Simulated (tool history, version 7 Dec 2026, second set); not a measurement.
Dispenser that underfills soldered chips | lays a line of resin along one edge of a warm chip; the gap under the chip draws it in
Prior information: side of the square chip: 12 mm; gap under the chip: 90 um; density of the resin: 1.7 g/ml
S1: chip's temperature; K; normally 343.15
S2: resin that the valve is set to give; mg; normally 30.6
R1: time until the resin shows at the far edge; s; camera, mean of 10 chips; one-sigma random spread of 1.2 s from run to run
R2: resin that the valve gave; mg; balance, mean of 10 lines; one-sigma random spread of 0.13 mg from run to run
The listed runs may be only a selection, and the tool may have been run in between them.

run 1 hour=0 | S1=343.15 S2=30.6 | R1=135 R2=30.38
run 2 hour=3.3 | S1=343.15 S2=30.6 | R1=162.7 R2=30.26
run 3 hour=6.4 | S1=343.15 S2=30.6 | R1=186 R2=30.16
run 4 hour=10 | S1=356.15 S2=30.6 | R1=133.7 R2=30.4
run 5 hour=13.7 | S1=356.15 S2=30.6 | R1=162.8 R2=30.24
-- hour=14.9 new syringe of resin
run 6 hour=18.4 | S1=356.15 S2=30.6 | R1=84.5 R2=30.03
run 7 hour=22.5 | S1=343.15 S2=27.6 | R1=178.6 R2=27.23
run 8 hour=26.9 | S1=343.15 S2=27.6 | R1=221.9 R2=26.93
-- hour=32.3 new syringe of resin
run 9 hour=33.7 | S1=343.15 S2=26.8 | R1=132.6 R2=26.1
run 10 hour=40.2 | S1=343.15 S2=26.8 | R1=180.3 R2=26.26
run 11 hour=43 | S1=343.15 S2=26.8 | R1=206.1 R2=26.2
-- hour=49.5 new syringe of resin
run 12 hour=49.6 | S1=343.15 S2=26.8 | R1=122.4 R2=25.99
run 13 hour=54.8 | S1=343.15 S2=26.8 | R1=160 R2=25.91
run 14 hour=60.8 | S1=343.15 S2=26.8 | R1=213.4 R2=25.74
-- hour=64.2 dispensing valve cleaned and set on the balance
run 15 hour=65.8 | S1=343.15 S2=26.8 | R1=260.2 R2=26.51
-- hour=67.7 new syringe of resin
run 16 hour=71.4 | S1=343.15 S2=26.8 | R1=143 R2=26.71
run 17 hour=74.4 | S1=344.15 S2=33 | R1=154.6 R2=32.96
run 18 hour=80 | S1=339.15 S2=32.6 | R1=246.6 R2=32.46
-- hour=85.1 new syringe of resin
run 19 hour=85.4 | S1=348.15 S2=37.8 | R1=95.5 R2=37.38
run 20 hour=91.3 | S1=333.15 S2=33.2 | R1=234.6 R2=32.69

The next listed run, before its measurement:
run 21 hour=94.2 | S1=333.15 S2=33.2 | R1=? R2=?

R1: 278.2 s
R2: 32.57 mg
Were there no unlogged condition in the tool, this run, its random variation unchanged, would have produced R1 171.5 s, R2 33.04 mg.
